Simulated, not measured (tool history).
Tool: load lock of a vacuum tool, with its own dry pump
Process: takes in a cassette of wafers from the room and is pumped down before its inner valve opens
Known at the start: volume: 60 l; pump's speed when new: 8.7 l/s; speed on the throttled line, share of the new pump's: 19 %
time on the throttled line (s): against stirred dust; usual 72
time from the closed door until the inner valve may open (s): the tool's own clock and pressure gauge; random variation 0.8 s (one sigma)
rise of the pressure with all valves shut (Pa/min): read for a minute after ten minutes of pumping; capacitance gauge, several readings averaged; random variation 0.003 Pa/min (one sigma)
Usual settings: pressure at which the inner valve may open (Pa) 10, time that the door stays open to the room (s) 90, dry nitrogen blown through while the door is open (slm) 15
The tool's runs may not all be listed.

run	hour	time on the throttled line (s)	pressure at which the inner valve may open (Pa)	time that the door stays open to the room (s)	dry nitrogen blown through while the door is open (slm)	incoming humidity of the room's air, %	time from the closed door until the inner valve may open (s)	rise of the pressure with all valves shut (Pa/min)
1	0.0	72	10	90	15	46.5	122.5	0.034
2	374.5	72	10	90	5	44.8	122.8	0.049
3	973.6	72	10	90	5	40.2	121.9	0.040
4	1277.7	72	10	90	5	45.2	123.1	0.039
5	1716.6	72	10	90	15	40.4	121.7	0.029
6	2325.8	72	9	90	15	43.5	123.9	0.034
7	2840.1	72	10	90	15	46.6	123.3	0.033
8	3111.8	63	10	90	15	44.7	115.4	0.031
9	3410.9	63	10	90	15	44.7	116.7	0.033
10	4031.7	63	10	90	15	44.5	114.6	0.035
11	4461.8	72	10	90	14	45.3	123.5	0.035
12	4733.0	72	10	90	15	45.8	122.1	0.035
13	5032.4	72	10	90	15	40.6	122.4	0.025
14	5395.5	72	10	90	15	46.8	122.7	0.032
15	5661.3	72	10	90	7	42.6	122.1	0.036
16	6112.3	72	10	90	15	46.5	124.5	0.035
17	6405.1	72	18	90	15	42.4	117.9	0.030
18	6857.8	72	15	90	15	49.0	118.8	0.040
19	7289.5	72	10	90	6	44.5	124.4	0.042
20	7910.9	80	10	122	5	43.1	129.7	0.048
21	8359.7	80	10	122	5	44.1	129.9	0.061
22	8927.1	124	18	132	6	44.9	162.6	0.057
23	9423.1	48	8	27	39	43.9	104.4	0.014
24	10025.8	48	8	27	39	44.8	105.2	0.013
25	10369.3	48	8	27	39	45.7	104.6	0.016
26	10873.0	48	8	45	16	45.5	105.5	0.023
27	11220.9	45	18	45	15	47.8	96.6	0.027
28	11555.6	45	8	240	7	43.1	102.9	0.068
29	11831.2	121	19	26	15	47.9	157.8	0.019
30	12398.0	92	10	90	41	45.3	139.4	0.025
31	12984.2	92	14	90	41	45.2	136.0	0.021
32	13377.4	92	19	74	41	43.4	133.1	0.019
33	13868.7	72	16	90	15	46.5	120.2	0.032
34	14483.4	89	18	124	15	43.4	132.7	0.038
35	14739.8	37	18	124	23	46.5	90.0	0.033
36	15299.0	37	18	124	23	42.7	92.3	0.035
37	15770.7	94	8	90	5	44.2	142.6	0.043

Not shown: 2 entries that the log had between the listed runs. Between which runs, and how does the tool's hidden state differ before and after?
Between runs 15 and 16: dry pump taken out, an overhauled one fitted (hour 6112.3)
  no hidden state differs between the two runs
Between runs 32 and 33: door's seal changed, seat wiped (hour 13633.8)
  leak at the door's seal, Pa l/s: 0.003 -> 0.002

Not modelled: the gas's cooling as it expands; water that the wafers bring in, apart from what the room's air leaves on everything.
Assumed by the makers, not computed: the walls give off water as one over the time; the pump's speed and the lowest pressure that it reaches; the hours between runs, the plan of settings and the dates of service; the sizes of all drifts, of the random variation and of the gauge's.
